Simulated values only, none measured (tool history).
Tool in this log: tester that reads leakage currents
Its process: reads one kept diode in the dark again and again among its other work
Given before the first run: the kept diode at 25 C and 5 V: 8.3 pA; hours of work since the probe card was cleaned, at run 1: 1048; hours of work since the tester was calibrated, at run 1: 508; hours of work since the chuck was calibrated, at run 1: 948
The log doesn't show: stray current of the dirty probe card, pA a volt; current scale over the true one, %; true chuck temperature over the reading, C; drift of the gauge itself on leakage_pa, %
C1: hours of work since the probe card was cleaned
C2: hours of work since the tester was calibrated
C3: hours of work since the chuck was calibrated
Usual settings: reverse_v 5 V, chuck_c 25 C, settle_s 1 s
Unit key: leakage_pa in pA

run 1 hour=0 | reverse_v=5 chuck_c=25 settle_s=1 | C1=1048 C2=508 C3=948 | leakage_pa=10.74
run 2 hour=44.7 | reverse_v=5 chuck_c=25 settle_s=1 | C1=1077 C2=537 C3=977 | leakage_pa=10.89
run 3 hour=71.9 | reverse_v=5 chuck_c=25 settle_s=1 | C1=1095 C2=555 C3=995 | leakage_pa=10.89
run 4 hour=103.7 | reverse_v=5 chuck_c=25 settle_s=1 | C1=1116 C2=576 C3=1016 | leakage_pa=10.86
run 5 hour=153.4 | reverse_v=5 chuck_c=25 settle_s=1 | C1=1148 C2=608 C3=1048 | leakage_pa=10.92
run 6 hour=181.4 | reverse_v=5 chuck_c=25 settle_s=1 | C1=1167 C2=627 C3=1066 | leakage_pa=11.09
run 7 hour=222.4 | reverse_v=5 chuck_c=25 settle_s=1 | C1=1194 C2=654 C3=1093 | leakage_pa=11.08
run 8 hour=258.7 | reverse_v=5 chuck_c=25 settle_s=1 | C1=1217 C2=677 C3=1117 | leakage_pa=11.06
run 9 hour=294.7 | reverse_v=5 chuck_c=25 settle_s=0.54 | C1=1241 C2=701 C3=1140 | leakage_pa=11.68
run 10 hour=333.9 | reverse_v=5 chuck_c=25 settle_s=0.54 | C1=1266 C2=726 C3=1166 | leakage_pa=11.83
run 11 hour=372.6 | reverse_v=5 chuck_c=25 settle_s=1 | C1=1292 C2=752 C3=1191 | leakage_pa=11.13
run 12 hour=415.3 | reverse_v=5 chuck_c=49 settle_s=1 | C1=1320 C2=779 C3=1219 | leakage_pa=70.44
-- hour=419.6 tester calibrated
run 13 hour=441.8 | reverse_v=2.8 chuck_c=25 settle_s=1 | C1=1336 C2=15 C3=1235 | leakage_pa=7.56
run 14 hour=473.9 | reverse_v=2.8 chuck_c=25 settle_s=1 | C1=1356 C2=35 C3=1256 | leakage_pa=7.51
run 15 hour=510.2 | reverse_v=2.8 chuck_c=25 settle_s=1 | C1=1380 C2=59 C3=1280 | leakage_pa=7.64
-- hour=541.1 probe card cleaned and baked
run 16 hour=561.8 | reverse_v=5 chuck_c=25 settle_s=1 | C1=14 C2=91 C3=1311 | leakage_pa=9.73
run 17 hour=611.8 | reverse_v=3 chuck_c=25 settle_s=1 | C1=46 C2=124 C3=1344 | leakage_pa=7.02
run 18 hour=654.1 | reverse_v=5 chuck_c=25 settle_s=1 | C1=74 C2=151 C3=1372 | leakage_pa=9.85
run 19 hour=695.4 | reverse_v=5 chuck_c=25 settle_s=1 | C1=101 C2=178 C3=1399 | leakage_pa=9.7
-- hour=727.8 tester calibrated, once more
run 20 hour=733.1 | reverse_v=5 chuck_c=25 settle_s=1 | C1=124 C2=3 C3=1422 | leakage_pa=9.93
run 21 hour=757.3 | reverse_v=5 chuck_c=25 settle_s=0.45 | C1=140 C2=19 C3=1438 | leakage_pa=10.78
run 22 hour=780 | reverse_v=5 chuck_c=25 settle_s=8.68 | C1=155 C2=34 C3=1453 | leakage_pa=9.32
run 23 hour=820.4 | reverse_v=3.84 chuck_c=47 settle_s=3.05 | C1=181 C2=61 C3=1479 | leakage_pa=50.45
run 24 hour=849.1 | reverse_v=5 chuck_c=20 settle_s=0.97 | C1=200 C2=79 C3=1498 | leakage_pa=6.67
run 25 hour=880.1 | reverse_v=5 chuck_c=20 settle_s=0.97 | C1=220 C2=99 C3=1518 | leakage_pa=6.77
run 26 hour=906.1 | reverse_v=2.86 chuck_c=32 settle_s=1.24 | C1=237 C2=116 C3=1535 | leakage_pa=12.55
run 27 hour=952.3 | reverse_v=2.86 chuck_c=32 settle_s=1.24 | C1=267 C2=147 C3=1565 | leakage_pa=12.59
run 28 hour=983.1 | reverse_v=2.86 chuck_c=32 settle_s=1.24 | C1=287 C2=167 C3=1585 | leakage_pa=12.6
run 29 hour=1025.9 | reverse_v=5.19 chuck_c=43 settle_s=1.56 | C1=315 C2=195 C3=1613 | leakage_pa=44.5
run 30 hour=1047.8 | reverse_v=2.19 chuck_c=26 settle_s=9.67 | C1=330 C2=209 C3=1628 | leakage_pa=6.25
run 31 hour=1094.2 | reverse_v=5.19 chuck_c=31 settle_s=6.19 | C1=360 C2=239 C3=1658 | leakage_pa=16.42
run 32 hour=1115.4 | reverse_v=17.89 chuck_c=21 settle_s=6.19 | C1=374 C2=253 C3=1672 | leakage_pa=15.59
run 33 hour=1150 | reverse_v=5 chuck_c=39 settle_s=5.44 | C1=396 C2=276 C3=1694 | leakage_pa=31.25
run 34 hour=1191.4 | reverse_v=5 chuck_c=25 settle_s=9 | C1=423 C2=303 C3=1721 | leakage_pa=9.63
run 35 hour=1220.4 | reverse_v=5 chuck_c=51 settle_s=3.3 | C1=442 C2=322 C3=1740 | leakage_pa=81.46
run 36 hour=1258 | reverse_v=5 chuck_c=51 settle_s=1.02 | C1=467 C2=346 C3=1765 | leakage_pa=82.06
run 37 hour=1289.5 | reverse_v=5 chuck_c=46 settle_s=0.68 | C1=488 C2=367 C3=1785 | leakage_pa=56.2

Same runs, no hidden state in the tool, same run-to-run variation:
run=1 leakage_pa=9.15
run=2 leakage_pa=9.24
run=3 leakage_pa=9.22
run=4 leakage_pa=9.16
run=5 leakage_pa=9.17
run=6 leakage_pa=9.31
run=7 leakage_pa=9.26
run=8 leakage_pa=9.2
run=9 leakage_pa=9.79
run=10 leakage_pa=9.89
run=11 leakage_pa=9.17
run=12 leakage_pa=66.27
run=13 leakage_pa=6.38
run=14 leakage_pa=6.31
run=15 leakage_pa=6.42
run=16 leakage_pa=9.29
run=17 leakage_pa=6.67
run=18 leakage_pa=9.32
run=19 leakage_pa=9.13
run=20 leakage_pa=9.25
run=21 leakage_pa=10.08
run=22 leakage_pa=8.59
run=23 leakage_pa=47.76
run=24 leakage_pa=6.05
run=25 leakage_pa=6.12
run=26 leakage_pa=11.68
run=27 leakage_pa=11.69
run=28 leakage_pa=11.68
run=29 leakage_pa=41.68
run=30 leakage_pa=5.68
run=31 leakage_pa=14.98
run=32 leakage_pa=12.96
run=33 leakage_pa=28.93
run=34 leakage_pa=8.49
run=35 leakage_pa=76.41
run=36 leakage_pa=76.93
run=37 leakage_pa=52.39

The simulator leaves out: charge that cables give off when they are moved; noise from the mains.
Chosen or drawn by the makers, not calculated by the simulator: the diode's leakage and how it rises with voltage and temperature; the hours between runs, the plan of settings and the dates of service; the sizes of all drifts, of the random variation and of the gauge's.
